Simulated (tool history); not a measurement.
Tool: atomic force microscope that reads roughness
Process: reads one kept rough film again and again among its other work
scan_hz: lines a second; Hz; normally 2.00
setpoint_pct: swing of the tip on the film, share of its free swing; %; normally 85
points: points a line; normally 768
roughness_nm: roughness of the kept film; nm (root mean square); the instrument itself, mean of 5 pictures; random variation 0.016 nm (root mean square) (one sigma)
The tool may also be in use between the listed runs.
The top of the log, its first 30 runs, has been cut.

run   hour  scan_hz  setpoint_pct  points  roughness_nm
 31  351.3     2.00            70     768         4.446
 32  359.2     2.00            70     768         4.467
     369.1  -- new tip fitted
 33  369.1     2.00            85     872         3.929
 34  383.7     2.00            85     872         3.900
 35  390.6     2.28            85     768         3.814
 36  399.5     1.68            85     768         4.041
 37  408.9     0.78            72     291         4.711
 38  416.8     1.70            71     291         4.485
 39  429.3     1.70            71     291         4.440
 40  437.3     2.00            83     343         3.950

Each row is a separate what-if for the run after 40, all from the same tool condition, not one after another. Results?
  A  447.8     2.00            87     768             ?
  B  447.8     1.97            70     281             ?
  C  447.8     2.60            85     768             ?
  D  447.8     1.42            83     343             ?
  E  447.8     2.00            55     377             ?

run  roughness_nm
  A         3.813
  B         4.381
  C         3.650
  D         4.218
  E         4.773
What these runs would have given with no unlogged condition in the tool:
run  roughness_nm
  A         3.819
  B         4.388
  C         3.656
  D         4.224
  E         4.780
